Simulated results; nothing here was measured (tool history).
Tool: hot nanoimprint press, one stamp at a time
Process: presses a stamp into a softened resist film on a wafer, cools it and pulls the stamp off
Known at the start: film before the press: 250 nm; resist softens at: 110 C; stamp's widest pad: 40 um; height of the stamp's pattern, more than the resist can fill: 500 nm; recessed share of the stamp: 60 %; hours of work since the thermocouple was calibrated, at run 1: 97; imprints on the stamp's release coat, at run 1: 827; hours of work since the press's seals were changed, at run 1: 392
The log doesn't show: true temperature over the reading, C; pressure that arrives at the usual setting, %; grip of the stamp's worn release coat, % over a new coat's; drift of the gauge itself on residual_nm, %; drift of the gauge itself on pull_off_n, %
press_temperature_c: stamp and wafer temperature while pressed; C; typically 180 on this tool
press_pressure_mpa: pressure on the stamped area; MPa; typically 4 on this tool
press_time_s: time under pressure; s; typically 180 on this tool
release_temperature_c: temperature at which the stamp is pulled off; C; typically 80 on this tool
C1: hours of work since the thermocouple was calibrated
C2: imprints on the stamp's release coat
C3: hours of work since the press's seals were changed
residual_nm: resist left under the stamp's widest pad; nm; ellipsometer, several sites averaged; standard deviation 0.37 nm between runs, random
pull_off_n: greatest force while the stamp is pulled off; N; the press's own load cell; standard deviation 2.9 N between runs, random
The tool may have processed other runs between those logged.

Run 1, day 0: usual settings; C1 97; C2 827; C3 392. Result: residual_nm 100 nm, pull_off_n 144 N.
Run 2, day 4.129: usual settings but press_temperature_c 169 C; C1 159; C2 1032; C3 454. Result: residual_nm 153.5 nm, pull_off_n 140 N.
Run 3, day 7.296: usual settings but release_temperature_c 73 C; C1 207; C2 1189; C3 501. Result: residual_nm 100.4 nm, pull_off_n 157 N.
At day 10.296: stamp cleaned and given a new release coat.
Run 4, day 11.821: usual settings but release_temperature_c 73 C; C1 271; C2 76; C3 566. Result: residual_nm 100.6 nm, pull_off_n 158 N.
Run 5, day 14.012: usual settings; C1 304; C2 184; C3 599. Result: residual_nm 99.6 nm, pull_off_n 140 N.
Run 6, day 16.283: usual settings; C1 338; C2 297; C3 633. Result: residual_nm 100.6 nm, pull_off_n 139 N.
Run 7, day 20.346: usual settings but press_temperature_c 174 C, press_pressure_mpa 2.92 MPa; C1 399; C2 499; C3 694. Result: residual_nm 145.2 nm, pull_off_n 132 N.
At day 21.267: press's hydraulic seals changed and the load cell set to zero.
Run 8, day 24.812: usual settings but press_temperature_c 174 C, press_pressure_mpa 2.92 MPa; C1 461; C2 705; C3 53. Result: residual_nm 145.4 nm, pull_off_n 141 N.
At day 25.817: plate thermocouple calibrated.
Run 9, day 28.488: usual settings but press_temperature_c 174 C, press_pressure_mpa 3.18 MPa, release_temperature_c 70 C; C1 40; C2 881; C3 107. Result: residual_nm 141.3 nm, pull_off_n 158 N.
Run 10, day 32.192: usual settings but press_time_s 232 s, release_temperature_c 74 C; C1 96; C2 1065; C3 163. Result: residual_nm 91.2 nm, pull_off_n 145 N.

The same runs without the tool's hidden state, with the same run-to-run variation:
run  residual_nm
  1          100
  2        153.3
  3        100.1
  4        100.2
  5         99.2
  6          100
  7        144.3
  8        144.4
  9          140
 10         90.3
pull_off_n: differs from the measured result by no more than 2 N in any run.

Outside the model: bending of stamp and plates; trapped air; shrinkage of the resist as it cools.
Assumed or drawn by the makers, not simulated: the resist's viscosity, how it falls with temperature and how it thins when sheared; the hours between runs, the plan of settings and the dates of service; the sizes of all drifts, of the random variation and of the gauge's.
